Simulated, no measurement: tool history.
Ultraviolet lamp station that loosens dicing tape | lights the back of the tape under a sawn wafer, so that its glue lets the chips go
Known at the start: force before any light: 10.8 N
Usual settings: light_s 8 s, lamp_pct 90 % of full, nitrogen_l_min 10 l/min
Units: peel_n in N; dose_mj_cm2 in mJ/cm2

| run | day | light_s | lamp_pct | nitrogen_l_min | peel_n | dose_mj_cm2 |
|---|---|---|---|---|---|---|
| 1 | 0.000 | 8 | 90 | 10 | 0.482 | 474 |
| 2 | 3.704 | 8 | 67 | 10 | 1.026 | 351 |
| 3 | 6.338 | 8 | 90 | 10 | 0.518 | 464 |
| 4 | 8.183 | 15 | 90 | 10 | 0.169 | 862 |
| 5 | 10.604 | 15 | 90 | 4 | 0.327 | 848 |
| 6 | 13.121 | 8 | 90 | 10 | 0.579 | 445 |
| 7 | 16.617 | 5 | 90 | 10 | 1.586 | 278 |
| 8 | 20.504 | 5 | 90 | 6 | 2.332 | 274 |
| 9 | 23.354 | 5 | 75 | 6 | 3.132 | 225 |
| 10 | 25.500 | 8 | 97 | 10 | 0.556 | 456 |
| 11 | 29.471 | 8 | 97 | 10 | 0.594 | 444 |
| 12 | 32.650 | 8 | 90 | 10 | 0.715 | 409 |
| 13 | 36.571 | 8 | 90 | 10 | 0.766 | 399 |
| 14 | 38.612 | 8 | 90 | 10 | 0.778 | 393 |
|  | 41.642 | window cleaned of glue's vapour |
| 15 | 42.200 | 8 | 90 | 10 | 0.859 | 380 |
| 16 | 43.892 | 5 | 87 | 10 | 2.238 | 229 |
| 17 | 47.554 | 15 | 66 | 12 | 0.367 | 511 |
| 18 | 50.933 | 5 | 74 | 11 | 2.707 | 189 |
| 19 | 53.571 | 8 | 90 | 3 | 2.287 | 356 |
| 20 | 56.671 | 8 | 90 | 3 | 2.389 | 347 |
|  | 59.596 | window cleaned of glue's vapour, once more |
| 21 | 59.908 | 5 | 90 | 15 | 1.249 | 275 |
| 22 | 61.967 | 8 | 77 | 7 | 1.218 | 367 |
| 23 | 65.738 | 6 | 66 | 6 | 2.879 | 234 |
| 24 | 68.667 | 4 | 62 | 7 | 4.540 | 144 |
|  | 71.596 | lamp changed |
| 25 | 71.879 | 6 | 62 | 7 | 2.011 | 282 |
| 26 | 75.762 | 8 | 92 | 4 | 0.865 | 553 |
| 27 | 79.638 | 14 | 76 | 12 | 0.182 | 780 |
| 28 | 81.542 | 14 | 76 | 12 | 0.182 | 775 |
| 29 | 85.596 | 14 | 76 | 12 | 0.182 | 760 |

5 ways to go on from here, each from the tool as it stands after run 29. What would each give?
| A | 88.558 | 7 | 76 | 10 | ? | ? |
| B | 88.558 | 9 | 82 | 12 | ? | ? |
| C | 88.558 | 9 | 94 | 3 | ? | ? |
| D | 88.558 | 10 | 87 | 5 | ? | ? |
| E | 88.558 | 8 | 94 | 10 | ? | ? |

| run | peel_n | dose_mj_cm2 |
|---|---|---|
| A | 0.868 | 377 |
| B | 0.347 | 525 |
| C | 0.972 | 597 |
| D | 0.524 | 613 |
| E | 0.411 | 530 |
Without the tool's hidden state the same runs would have given:
| run | peel_n | dose_mj_cm2 |
|---|---|---|
| A | 0.665 | 424 |
| B | 0.271 | 590 |
| C | 0.748 | 672 |
| D | 0.397 | 689 |
| E | 0.319 | 595 |
